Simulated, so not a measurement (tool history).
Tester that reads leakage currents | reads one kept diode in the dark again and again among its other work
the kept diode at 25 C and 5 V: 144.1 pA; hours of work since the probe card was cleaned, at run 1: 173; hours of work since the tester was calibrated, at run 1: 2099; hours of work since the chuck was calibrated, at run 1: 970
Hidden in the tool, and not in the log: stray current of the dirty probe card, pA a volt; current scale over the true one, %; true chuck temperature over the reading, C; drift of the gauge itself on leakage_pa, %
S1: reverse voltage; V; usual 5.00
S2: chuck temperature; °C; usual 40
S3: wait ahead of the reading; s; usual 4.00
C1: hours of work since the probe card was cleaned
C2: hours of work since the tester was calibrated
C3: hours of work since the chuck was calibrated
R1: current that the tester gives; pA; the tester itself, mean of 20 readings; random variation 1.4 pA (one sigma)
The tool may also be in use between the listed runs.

{"run": 1, "day": 0.0, "S1": 5.0, "S2": 40, "S3": 4.0, "C1": 173, "C2": 2099, "C3": 970, "R1": 459.42}
{"run": 2, "day": 3.838, "S1": 5.0, "S2": 40, "S3": 4.0, "C1": 227, "C2": 2153, "C3": 1024, "R1": 460.0}
{"run": 3, "day": 11.017, "S1": 5.0, "S2": 40, "S3": 4.0, "C1": 328, "C2": 2254, "C3": 1125, "R1": 461.35}
{"run": 4, "day": 16.496, "S1": 8.1, "S2": 40, "S3": 4.0, "C1": 405, "C2": 2331, "C3": 1202, "R1": 568.9}
{"run": 5, "day": 19.767, "S1": 5.0, "S2": 40, "S3": 0.33, "C1": 451, "C2": 2377, "C3": 1248, "R1": 461.25}
{"run": 6, "day": 23.462, "S1": 5.0, "S2": 40, "S3": 0.31, "C1": 503, "C2": 2429, "C3": 1300, "R1": 465.17}
{"run": 7, "day": 30.325, "S1": 5.0, "S2": 40, "S3": 0.31, "C1": 600, "C2": 2526, "C3": 1397, "R1": 465.72}
{"run": 8, "day": 37.625, "S1": 5.0, "S2": 40, "S3": 0.31, "C1": 703, "C2": 2629, "C3": 1500, "R1": 462.4}
{"run": 9, "day": 41.317, "S1": 5.0, "S2": 40, "S3": 0.31, "C1": 755, "C2": 2681, "C3": 1552, "R1": 463.09}
{"run": 10, "day": 46.196, "S1": 5.0, "S2": 52, "S3": 0.31, "C1": 824, "C2": 2750, "C3": 1621, "R1": 1073.38}
{"run": 11, "day": 52.5, "S1": 5.0, "S2": 52, "S3": 0.31, "C1": 912, "C2": 2838, "C3": 1709, "R1": 1085.58}
{"day": 56.458, "done": "chuck's temperature calibrated"}
{"run": 12, "day": 56.708, "S1": 5.0, "S2": 40, "S3": 4.0, "C1": 970, "C2": 2896, "C3": 3, "R1": 458.87}
{"run": 13, "day": 64.362, "S1": 5.0, "S2": 40, "S3": 4.0, "C1": 1078, "C2": 3004, "C3": 111, "R1": 459.41}
{"run": 14, "day": 68.075, "S1": 5.0, "S2": 40, "S3": 4.0, "C1": 1131, "C2": 3057, "C3": 164, "R1": 458.4}
{"run": 15, "day": 74.9, "S1": 5.0, "S2": 40, "S3": 4.0, "C1": 1227, "C2": 3153, "C3": 260, "R1": 460.87}
{"run": 16, "day": 78.908, "S1": 6.76, "S2": 22, "S3": 4.0, "C1": 1283, "C2": 3209, "C3": 316, "R1": 129.49}
{"run": 17, "day": 85.658, "S1": 15.04, "S2": 54, "S3": 9.05, "C1": 1378, "C2": 3304, "C3": 411, "R1": 1995.99}
{"run": 18, "day": 89.983, "S1": 5.0, "S2": 35, "S3": 0.74, "C1": 1439, "C2": 3365, "C3": 472, "R1": 317.64}
{"run": 19, "day": 95.046, "S1": 5.0, "S2": 47, "S3": 0.49, "C1": 1511, "C2": 3437, "C3": 544, "R1": 765.43}
{"run": 20, "day": 100.004, "S1": 5.0, "S2": 47, "S3": 0.49, "C1": 1581, "C2": 3507, "C3": 614, "R1": 762.94}
{"run": 21, "day": 104.121, "S1": 17.9, "S2": 47, "S3": 1.33, "C1": 1639, "C2": 3565, "C3": 672, "R1": 1340.69}
{"run": 22, "day": 108.425, "S1": 5.0, "S2": 30, "S3": 0.39, "C1": 1699, "C2": 3625, "C3": 732, "R1": 219.68}

Forecast run 23:
{"run": 23, "day": 114.033, "S1": 5.0, "S2": 40, "S3": 1.46, "C1": 1778, "C2": 3704, "C3": 811, "R1": "?"}

R1: 459.86 pA
Without the tool's hidden state the same run would have given R1 460.17 pA.

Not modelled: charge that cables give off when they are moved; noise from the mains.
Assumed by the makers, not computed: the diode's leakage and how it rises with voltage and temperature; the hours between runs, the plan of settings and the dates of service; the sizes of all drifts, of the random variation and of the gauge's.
